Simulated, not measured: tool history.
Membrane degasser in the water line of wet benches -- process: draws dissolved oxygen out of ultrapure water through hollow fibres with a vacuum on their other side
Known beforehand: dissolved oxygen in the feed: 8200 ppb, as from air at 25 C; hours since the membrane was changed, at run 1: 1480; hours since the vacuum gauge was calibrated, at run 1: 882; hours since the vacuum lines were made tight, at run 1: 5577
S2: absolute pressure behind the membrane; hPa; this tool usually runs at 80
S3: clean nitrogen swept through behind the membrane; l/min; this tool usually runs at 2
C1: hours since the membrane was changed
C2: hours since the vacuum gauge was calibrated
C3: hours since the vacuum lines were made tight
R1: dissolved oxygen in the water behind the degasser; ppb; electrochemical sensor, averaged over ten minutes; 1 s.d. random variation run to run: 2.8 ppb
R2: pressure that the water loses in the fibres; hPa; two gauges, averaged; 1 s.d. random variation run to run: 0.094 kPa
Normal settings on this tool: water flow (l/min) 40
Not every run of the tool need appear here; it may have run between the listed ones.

{"run": 1, "hour": 0.0, "water flow (l/min)": 40, "S2": 80, "S3": 2, "C1": 1480, "C2": 882, "C3": 5577, "R1": 401.4, "R2": 298.5}
{"run": 2, "hour": 85.0, "water flow (l/min)": 40, "S2": 80, "S3": 2, "C1": 1566, "C2": 967, "C3": 5662, "R1": 400.8, "R2": 297.2}
{"run": 3, "hour": 136.2, "water flow (l/min)": 40, "S2": 80, "S3": 2, "C1": 1617, "C2": 1018, "C3": 5713, "R1": 405.2, "R2": 296.5}
{"run": 4, "hour": 193.9, "water flow (l/min)": 40, "S2": 80, "S3": 2, "C1": 1674, "C2": 1076, "C3": 5771, "R1": 403.9, "R2": 297.4}
{"run": 5, "hour": 256.4, "water flow (l/min)": 40, "S2": 80, "S3": 4.54, "C1": 1737, "C2": 1138, "C3": 5834, "R1": 297.5, "R2": 296.9}
{"run": 6, "hour": 309.3, "water flow (l/min)": 40, "S2": 80, "S3": 4.54, "C1": 1790, "C2": 1191, "C3": 5887, "R1": 294.6, "R2": 299.2}
{"hour": 334.7, "done": "seals of the vacuum lines changed"}
{"run": 7, "hour": 371.3, "water flow (l/min)": 40, "S2": 80, "S3": 4.54, "C1": 1850, "C2": 1251, "C3": 37, "R1": 298, "R2": 296.7}
{"run": 8, "hour": 428.0, "water flow (l/min)": 40, "S2": 80, "S3": 4.54, "C1": 1906, "C2": 1308, "C3": 93, "R1": 296.1, "R2": 298}
{"run": 9, "hour": 485.8, "water flow (l/min)": 60, "S2": 93.3, "S3": 2, "C1": 1964, "C2": 1366, "C3": 151, "R1": 756, "R2": 445.6}
{"run": 10, "hour": 540.9, "water flow (l/min)": 60, "S2": 93.3, "S3": 2, "C1": 2019, "C2": 1421, "C3": 206, "R1": 768.9, "R2": 448.1}
{"run": 11, "hour": 630.7, "water flow (l/min)": 60, "S2": 127, "S3": 1.83, "C1": 2109, "C2": 1510, "C3": 296, "R1": 978.5, "R2": 445.5}
{"run": 12, "hour": 711.6, "water flow (l/min)": 56, "S2": 163, "S3": 1.83, "C1": 2190, "C2": 1591, "C3": 377, "R1": 1098.5, "R2": 419.2}
{"run": 13, "hour": 761.0, "water flow (l/min)": 29, "S2": 142.5, "S3": 1.25, "C1": 2240, "C2": 1641, "C3": 426, "R1": 624.3, "R2": 215.8}
{"run": 14, "hour": 834.1, "water flow (l/min)": 40, "S2": 91.3, "S3": 2.22, "C1": 2313, "C2": 1714, "C3": 499, "R1": 430.9, "R2": 298.2}
{"run": 15, "hour": 889.5, "water flow (l/min)": 44, "S2": 80, "S3": 4.13, "C1": 2368, "C2": 1769, "C3": 555, "R1": 355.9, "R2": 327.4}

Expected results for the next run?
{"run": 16, "hour": 963.8, "water flow (l/min)": 44, "S2": 80, "S3": 4.13, "C1": 2442, "C2": 1844, "C3": 629, "R1": "?", "R2": "?"}

R1: 356.2 ppb
R2: 329.5 hPa
Minus the tool's unlogged condition, the same run would have read R1 346.4 ppb, R2 326.3 hPa.

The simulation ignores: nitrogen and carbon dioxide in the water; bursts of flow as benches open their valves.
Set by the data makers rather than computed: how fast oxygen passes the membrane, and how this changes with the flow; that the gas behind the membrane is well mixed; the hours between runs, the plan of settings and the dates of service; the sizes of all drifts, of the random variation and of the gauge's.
